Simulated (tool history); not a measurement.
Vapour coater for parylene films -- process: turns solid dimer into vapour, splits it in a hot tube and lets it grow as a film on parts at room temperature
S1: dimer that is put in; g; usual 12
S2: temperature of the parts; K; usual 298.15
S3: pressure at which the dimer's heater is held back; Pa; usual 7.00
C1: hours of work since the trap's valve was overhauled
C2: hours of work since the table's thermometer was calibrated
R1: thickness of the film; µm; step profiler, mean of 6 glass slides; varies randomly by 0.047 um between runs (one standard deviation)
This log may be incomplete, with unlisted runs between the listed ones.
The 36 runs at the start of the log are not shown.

Run 37, hour 464.6: usual settings but S2 293.15 K; C1 112; C2 827. Result: R1 7.50 µm.
Run 38, hour 476.6: usual settings but S2 293.15 K; C1 121; C2 836. Result: R1 7.49 µm.
Run 39, hour 484.0: usual settings but S2 293.15 K; C1 126; C2 841. Result: R1 7.49 µm.
Run 40, hour 501.0: usual settings but S1 18 g, S2 293.15 K, S3 3.41 Pa; C1 139; C2 854. Result: R1 12.02 µm.
Run 41, hour 507.9: usual settings but S1 7 g, S2 299.15 K, S3 4.22 Pa; C1 144; C2 859. Result: R1 3.99 µm.
Run 42, hour 517.6: usual settings but S1 20 g, S2 292.15 K, S3 4.44 Pa; C1 151; C2 866. Result: R1 13.41 µm.
Run 43, hour 533.8: usual settings but S1 9 g, S2 296.15 K, S3 2.61 Pa; C1 163; C2 878. Result: R1 5.76 µm.
Run 44, hour 542.1: usual settings but S1 10 g, S2 296.15 K, S3 6.39 Pa; C1 169; C2 884. Result: R1 5.83 µm.
Run 45, hour 556.3: usual settings but S1 10 g, S2 296.15 K, S3 6.39 Pa; C1 179; C2 894. Result: R1 5.89 µm.
Run 46, hour 564.1: usual settings but S1 10 g, S2 296.15 K, S3 6.39 Pa; C1 185; C2 900. Result: R1 5.90 µm.

Here are 5 independent what-if runs from the current tool condition. What would each one return?
Run A, hour 576.1: usual settings but S1 5 g, S2 306.15 K, S3 2.17 Pa; C1 194; C2 909. Result: R1 ?.
Run B, hour 576.1: usual settings but S1 16 g, S2 302.15 K, S3 4.66 Pa; C1 194; C2 909. Result: R1 ?.
Run C, hour 576.1: usual settings but S1 8 g, S3 2.31 Pa; C1 194; C2 909. Result: R1 ?.
Run D, hour 576.1: usual settings but S1 18 g, S2 297.15 K, S3 2.50 Pa; C1 194; C2 909. Result: R1 ?.
Run E, hour 576.1: usual settings but S1 19 g, S3 11.79 Pa; C1 194; C2 909. Result: R1 ?.

run     R1
  A   2.60
  B   8.49
  C   4.97
  D  11.31
  E  10.12
Had the tool no hidden state, the same runs would have come out as:
run     R1
  A   2.64
  B   8.63
  C   5.05
  D  11.49
  E  10.28

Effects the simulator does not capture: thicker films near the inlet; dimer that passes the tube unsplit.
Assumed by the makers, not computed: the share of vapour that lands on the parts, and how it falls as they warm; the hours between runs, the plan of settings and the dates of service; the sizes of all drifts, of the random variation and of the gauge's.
